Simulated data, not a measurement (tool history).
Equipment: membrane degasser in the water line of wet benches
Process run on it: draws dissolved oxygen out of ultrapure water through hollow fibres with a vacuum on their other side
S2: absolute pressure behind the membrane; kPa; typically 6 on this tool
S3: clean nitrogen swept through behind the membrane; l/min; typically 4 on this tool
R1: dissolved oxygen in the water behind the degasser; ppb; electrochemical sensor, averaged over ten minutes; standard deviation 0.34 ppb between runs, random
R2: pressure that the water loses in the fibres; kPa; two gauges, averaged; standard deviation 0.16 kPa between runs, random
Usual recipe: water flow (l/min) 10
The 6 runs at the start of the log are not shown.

Run 7, hour 841.8: usual settings but S2 11.93 kPa. Result: R1 58.7 ppb, R2 29.73 kPa.
Run 8, hour 979.1: usual settings. Result: R1 21.9 ppb, R2 29.53 kPa.
Run 9, hour 1130: usual settings but S3 5.11 l/min. Result: R1 18.1 ppb, R2 29.76 kPa.
Run 10, hour 1319.9: usual settings. Result: R1 21.9 ppb, R2 29.73 kPa.
Run 11, hour 1488.4: usual settings. Result: R1 21.9 ppb, R2 29.87 kPa.
Run 12, hour 1596.4: usual settings. Result: R1 21.4 ppb, R2 30.02 kPa.
Run 13, hour 1735.1: usual settings. Result: R1 21.7 ppb, R2 30.13 kPa.
Run 14, hour 1826: usual settings but water flow (l/min) 7. Result: R1 13.5 ppb, R2 20.92 kPa.
Run 15, hour 1982.4: usual settings but water flow (l/min) 7. Result: R1 13.6 ppb, R2 20.77 kPa.
Run 16, hour 2095: usual settings. Result: R1 21.8 ppb, R2 30.01 kPa.
Run 17, hour 2277: usual settings but water flow (l/min) 11, S3 4.61 l/min. Result: R1 22.3 ppb, R2 33.24 kPa.
Run 18, hour 2357.4: usual settings but water flow (l/min) 9, S2 13.02 kPa, S3 1.87 l/min. Result: R1 115.4 ppb, R2 26.95 kPa.
Run 19, hour 2512.9: usual settings but water flow (l/min) 8, S2 7.05 kPa, S3 7.9 l/min. Result: R1 12 ppb, R2 24.19 kPa.
Run 20, hour 2613: usual settings but water flow (l/min) 11, S2 13.59 kPa, S3 5.24 l/min. Result: R1 60.4 ppb, R2 33.13 kPa.
Run 21, hour 2779.5: usual settings but water flow (l/min) 11, S2 13.59 kPa, S3 5.24 l/min. Result: R1 59.9 ppb, R2 33.11 kPa.
Run 22, hour 2858.9: usual settings but water flow (l/min) 9. Result: R1 18.8 ppb, R2 27.34 kPa.
Run 23, hour 2980.9: usual settings but water flow (l/min) 9, S2 5.93 kPa, S3 5.17 l/min. Result: R1 15 ppb, R2 26.79 kPa.
Run 24, hour 3096.8: usual settings but water flow (l/min) 9, S2 5.93 kPa, S3 5.17 l/min. Result: R1 14.8 ppb, R2 27.07 kPa.
Run 25, hour 3213.7: usual settings but water flow (l/min) 15, S3 1.75 l/min. Result: R1 70.9 ppb, R2 45.6 kPa.
At hour 3256.5: membrane cartridge changed.
Run 26, hour 3323.7: usual settings but water flow (l/min) 15, S3 1.75 l/min. Result: R1 70.2 ppb, R2 45.11 kPa.
At hour 3491.5: gauge calibrated.
Run 27, hour 3495.2: usual settings but water flow (l/min) 15, S3 1.75 l/min. Result: R1 70.5 ppb, R2 44.14 kPa.
Run 28, hour 3604.9: usual settings but water flow (l/min) 15, S3 1.75 l/min. Result: R1 70.7 ppb, R2 44.34 kPa.
Run 29, hour 3698.5: usual settings but S2 11.39 kPa, S3 1.75 l/min. Result: R1 117.6 ppb, R2 29.73 kPa.
Run 30, hour 3856.9: usual settings but water flow (l/min) 14, S2 9.9 kPa, S3 1.75 l/min. Result: R1 139.9 ppb, R2 41.24 kPa.

What does the tool deliver on the next run?
Run 31, hour 3963.9: usual settings but water flow (l/min) 14, S2 9.9 kPa, S3 1.75 l/min. Result: R1 ?, R2 ?.

{"run 31": {"R1": 137.9, "R2": 41.44}}
The same run, on a tool lacking any hidden state, would have yielded R1 137.6 ppb, R2 41.28 kPa.
